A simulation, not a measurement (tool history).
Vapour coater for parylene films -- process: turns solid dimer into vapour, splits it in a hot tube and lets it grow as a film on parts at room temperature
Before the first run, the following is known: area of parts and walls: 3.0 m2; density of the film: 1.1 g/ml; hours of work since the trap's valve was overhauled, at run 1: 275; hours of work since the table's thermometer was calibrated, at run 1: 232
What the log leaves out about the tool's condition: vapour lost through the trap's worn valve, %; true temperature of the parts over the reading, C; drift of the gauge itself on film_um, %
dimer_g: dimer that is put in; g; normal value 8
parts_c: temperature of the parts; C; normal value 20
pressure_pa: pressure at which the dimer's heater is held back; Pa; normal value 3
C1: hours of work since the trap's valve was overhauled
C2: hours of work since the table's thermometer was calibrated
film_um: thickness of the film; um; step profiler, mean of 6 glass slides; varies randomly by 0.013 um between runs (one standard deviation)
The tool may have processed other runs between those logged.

run 1 hour=0 | dimer_g=8 parts_c=20 pressure_pa=3 | C1=275 C2=232 | film_um=1.48
run 2 hour=25.2 | dimer_g=8 parts_c=20 pressure_pa=3 | C1=297 C2=254 | film_um=1.46
-- hour=49.7 trap's valve overhauled
run 3 hour=60.5 | dimer_g=8 parts_c=20 pressure_pa=3 | C1=9 C2=281 | film_um=1.43
run 4 hour=79.7 | dimer_g=11 parts_c=20 pressure_pa=3 | C1=26 C2=298 | film_um=1.94
run 5 hour=100 | dimer_g=11 parts_c=20 pressure_pa=3 | C1=44 C2=316 | film_um=1.95
run 6 hour=116.4 | dimer_g=12 parts_c=20 pressure_pa=3 | C1=58 C2=330 | film_um=2.11
run 7 hour=137 | dimer_g=12 parts_c=20 pressure_pa=3 | C1=76 C2=348 | film_um=2.1
run 8 hour=159.3 | dimer_g=12 parts_c=20 pressure_pa=3 | C1=96 C2=368 | film_um=2.08
run 9 hour=187.7 | dimer_g=8 parts_c=20 pressure_pa=3 | C1=120 C2=392 | film_um=1.37
-- hour=214.7 trap's valve overhauled, once more
run 10 hour=217.7 | dimer_g=8 parts_c=20 pressure_pa=3 | C1=3 C2=415 | film_um=1.6
run 11 hour=238.7 | dimer_g=8 parts_c=20 pressure_pa=3 | C1=21 C2=433 | film_um=1.61
run 12 hour=266.6 | dimer_g=8 parts_c=18 pressure_pa=5.69 | C1=45 C2=458 | film_um=1.57
run 13 hour=289.3 | dimer_g=8 parts_c=17 pressure_pa=2.76 | C1=65 C2=477 | film_um=1.7
run 14 hour=304.5 | dimer_g=8 parts_c=17 pressure_pa=2.76 | C1=78 C2=491 | film_um=1.7
run 15 hour=325 | dimer_g=8 parts_c=17 pressure_pa=2.76 | C1=96 C2=509 | film_um=1.71
run 16 hour=357.9 | dimer_g=8 parts_c=17 pressure_pa=2.76 | C1=125 C2=537 | film_um=1.66
run 17 hour=387.2 | dimer_g=4 parts_c=20 pressure_pa=3 | C1=150 C2=563 | film_um=0.79
run 18 hour=408.7 | dimer_g=10 parts_c=24 pressure_pa=4.19 | C1=169 C2=582 | film_um=1.69
run 19 hour=443 | dimer_g=7 parts_c=15 pressure_pa=7.74 | C1=199 C2=611 | film_um=1.34
run 20 hour=476.3 | dimer_g=6 parts_c=15 pressure_pa=3.76 | C1=228 C2=641 | film_um=1.23

Consider 5 possible next runs. They are alternatives, not a sequence: every one starts from the tool as it was left by run 20. What does each give?
run A hour=493.1 | dimer_g=10 parts_c=21 pressure_pa=3.88 | C1=243 C2=655 | film_um=?
run B hour=493.1 | dimer_g=4 parts_c=18 pressure_pa=8.81 | C1=243 C2=655 | film_um=?
run C hour=493.1 | dimer_g=4 parts_c=18 pressure_pa=3 | C1=243 C2=655 | film_um=?
run D hour=493.1 | dimer_g=7 parts_c=28 pressure_pa=3.23 | C1=243 C2=655 | film_um=?
run E hour=493.1 | dimer_g=12 parts_c=15 pressure_pa=3.76 | C1=243 C2=655 | film_um=?

run=A film_um=1.79
run=B film_um=0.72
run=C film_um=0.78
run=D film_um=1.09
run=E film_um=2.45
The same runs, with their run-to-run variation unchanged, on a tool lacking any hidden condition would have given:
run=A film_um=1.91
run=B film_um=0.77
run=C film_um=0.83
run=D film_um=1.16
run=E film_um=2.62
